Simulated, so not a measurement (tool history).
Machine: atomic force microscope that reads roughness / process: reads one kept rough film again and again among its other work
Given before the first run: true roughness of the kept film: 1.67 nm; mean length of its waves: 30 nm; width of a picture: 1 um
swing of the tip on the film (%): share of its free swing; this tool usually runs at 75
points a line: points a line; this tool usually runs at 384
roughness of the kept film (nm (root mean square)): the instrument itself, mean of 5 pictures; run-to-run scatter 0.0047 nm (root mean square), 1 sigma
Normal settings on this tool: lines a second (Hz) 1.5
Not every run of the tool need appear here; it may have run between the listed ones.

run,day,lines a second (Hz),swing of the tip on the film (%),points a line,roughness of the kept film (nm (root mean square))
1,0,1.5,75,384,1.447
2,0.729,0.52,75,384,1.508
3,1.788,0.52,75,384,1.494
4,3.217,0.52,75,384,1.482
# day 3.571: new tip fitted
5,4.704,0.52,75,384,1.551
6,5.638,0.52,75,384,1.547
7,6.554,0.52,75,384,1.529
8,8.121,0.52,75,384,1.531
9,8.762,0.52,75,384,1.52
10,10.112,0.52,75,384,1.522
11,10.833,0.52,75,384,1.507
12,11.517,0.52,74,384,1.507
13,12.933,0.74,81,384,1.466
14,14.233,0.74,81,384,1.451
# day 14.375: height scale calibrated on a step standard
# day 15: new tip fitted
15,15.846,0.74,81,384,1.509
16,16.75,1.5,56,384,1.546
# day 17.904: height scale calibrated on a step standard, once more
17,17.925,1.5,62,638,1.539
18,18.896,1.5,62,638,1.544
19,19.562,0.73,68,488,1.536
20,21.062,0.82,68,488,1.525
21,22.538,0.82,68,488,1.519
22,23.85,0.82,68,488,1.505

Here are 5 independent what-if runs from the current tool condition. What would each one return?
A,24.804,1.5,66,384,?
B,24.804,2.48,66,784,?
C,24.804,1.5,75,747,?
D,24.804,1.5,71,388,?
E,24.804,1.5,85,281,?

run,roughness of the kept film (nm (root mean square))
A,1.471
B,1.451
C,1.446
D,1.462
E,1.377
Without the tool's hidden state the same runs would have given:
run,roughness of the kept film (nm (root mean square))
A,1.534
B,1.513
C,1.507
D,1.524
E,1.436
